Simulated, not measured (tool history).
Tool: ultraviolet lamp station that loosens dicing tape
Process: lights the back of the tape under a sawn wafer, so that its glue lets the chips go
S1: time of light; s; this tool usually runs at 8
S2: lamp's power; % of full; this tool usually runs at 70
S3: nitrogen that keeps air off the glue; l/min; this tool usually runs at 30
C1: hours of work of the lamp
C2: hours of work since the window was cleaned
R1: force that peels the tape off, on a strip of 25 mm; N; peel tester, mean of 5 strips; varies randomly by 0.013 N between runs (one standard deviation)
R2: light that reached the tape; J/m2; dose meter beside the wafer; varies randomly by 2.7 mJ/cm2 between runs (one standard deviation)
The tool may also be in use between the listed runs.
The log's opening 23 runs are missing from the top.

| run | day | S1 | S2 | S3 | C1 | C2 | R1 | R2 |
|---|---|---|---|---|---|---|---|---|
| 24 | 22.488 | 8 | 70 | 36 | 245 | 121 | 0.528 | 3730 |
| 25 | 23.783 | 10 | 62 | 15 | 263 | 140 | 0.711 | 4130 |
| 26 | 24.654 | 10 | 62 | 15 | 276 | 152 | 0.702 | 4140 |
| 27 | 25.858 | 5 | 70 | 31 | 293 | 169 | 1.125 | 2330 |
| 28 | 27.154 | 8 | 70 | 16 | 311 | 188 | 0.779 | 3780 |
| 29 | 28.200 | 8 | 70 | 16 | 326 | 203 | 0.798 | 3740 |
| 30 | 29.100 | 12 | 70 | 16 | 339 | 216 | 0.401 | 5630 |
| 31 | 30.496 | 12 | 70 | 16 | 359 | 235 | 0.399 | 5620 |
| 32 | 31.504 | 12 | 70 | 16 | 373 | 250 | 0.412 | 5700 |
| 33 | 32.904 | 6 | 86 | 30 | 393 | 270 | 0.687 | 3440 |
| 34 | 34.275 | 6 | 92 | 31 | 412 | 289 | 0.603 | 3730 |
| 35 | 35.792 | 6 | 92 | 31 | 434 | 311 | 0.580 | 3720 |
| 36 | 37.162 | 11 | 78 | 15 | 454 | 330 | 0.393 | 5650 |
| 37 | 38.662 | 12 | 89 | 11 | 475 | 352 | 0.310 | 7150 |
| 38 | 40.092 | 5 | 64 | 9 | 495 | 372 | 1.897 | 2140 |
| 39 | 40.842 | 10 | 98 | 17 | 506 | 383 | 0.279 | 6570 |
| 40 | 42.358 | 10 | 98 | 17 | 528 | 404 | 0.300 | 6520 |
| 41 | 43.796 | 10 | 98 | 17 | 548 | 425 | 0.285 | 6570 |
| 42 | 44.533 | 10 | 98 | 9 | 559 | 435 | 0.429 | 6520 |
| 43 | 45.471 | 10 | 98 | 9 | 572 | 449 | 0.422 | 6560 |

Consider 4 possible next runs. They are alternatives, not a sequence: every one starts from the tool as it was left by run 43. What does each give?
| A | 46.267 | 8 | 70 | 37 | 583 | 460 | ? | ? |
| B | 46.267 | 5 | 71 | 21 | 583 | 460 | ? | ? |
| C | 46.267 | 13 | 68 | 36 | 583 | 460 | ? | ? |
| D | 46.267 | 9 | 88 | 18 | 583 | 460 | ? | ? |

| run | R1 | R2 |
|---|---|---|
| A | 0.528 | 3710 |
| B | 1.301 | 2380 |
| C | 0.233 | 5900 |
| D | 0.421 | 5300 |
Stripped of hidden state, with their random variation kept, the same runs would have yielded:
| run | R1 | R2 |
|---|---|---|
| A | 0.525 | 3720 |
| B | 1.297 | 2390 |
| C | 0.232 | 5920 |
| D | 0.419 | 5310 |
